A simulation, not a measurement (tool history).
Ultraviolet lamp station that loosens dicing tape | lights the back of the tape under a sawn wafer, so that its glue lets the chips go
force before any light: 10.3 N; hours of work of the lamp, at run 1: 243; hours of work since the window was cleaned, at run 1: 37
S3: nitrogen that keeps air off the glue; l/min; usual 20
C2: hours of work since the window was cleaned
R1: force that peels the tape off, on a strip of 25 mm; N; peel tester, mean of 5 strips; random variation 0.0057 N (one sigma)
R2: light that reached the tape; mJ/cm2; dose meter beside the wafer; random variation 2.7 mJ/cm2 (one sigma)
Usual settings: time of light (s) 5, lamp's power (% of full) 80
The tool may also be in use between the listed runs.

Run 1, hour 0: usual settings; hours of work of the lamp 243; C2 37. Result: R1 0.169 N, R2 347 mJ/cm2.
Run 2, hour 8.2: usual settings but time of light (s) 6; hours of work of the lamp 249; C2 43. Result: R1 0.097 N, R2 412 mJ/cm2.
Run 3, hour 16.2: usual settings but S3 18 l/min; hours of work of the lamp 254; C2 49. Result: R1 0.198 N, R2 346 mJ/cm2.
Run 4, hour 24.6: usual settings but S3 18 l/min; hours of work of the lamp 260; C2 55. Result: R1 0.192 N, R2 342 mJ/cm2.
At hour 26: window cleaned of glue's vapour.
Run 5, hour 31.4: usual settings but S3 18 l/min; hours of work of the lamp 265; C2 4. Result: R1 0.181 N, R2 341 mJ/cm2.
Run 6, hour 35.9: usual settings; hours of work of the lamp 268; C2 7. Result: R1 0.168 N, R2 342 mJ/cm2.
Run 7, hour 45.9: usual settings but time of light (s) 6, lamp's power (% of full) 91; hours of work of the lamp 276; C2 15. Result: R1 0.073 N, R2 458 mJ/cm2.
Run 8, hour 51.1: usual settings but time of light (s) 6, lamp's power (% of full) 91, S3 11 l/min; hours of work of the lamp 279; C2 18. Result: R1 0.126 N, R2 462 mJ/cm2.

The next listed run, before its measurement:
Run 9, hour 61.3: usual settings but time of light (s) 4, lamp's power (% of full) 83, S3 7 l/min; hours of work of the lamp 287; C2 26. Result: R1 ?, R2 ?.

R1: 0.873 N
R2: 279 mJ/cm2
Without the tool's hidden state the same run would have given R1 0.682 N, R2 308 mJ/cm2.
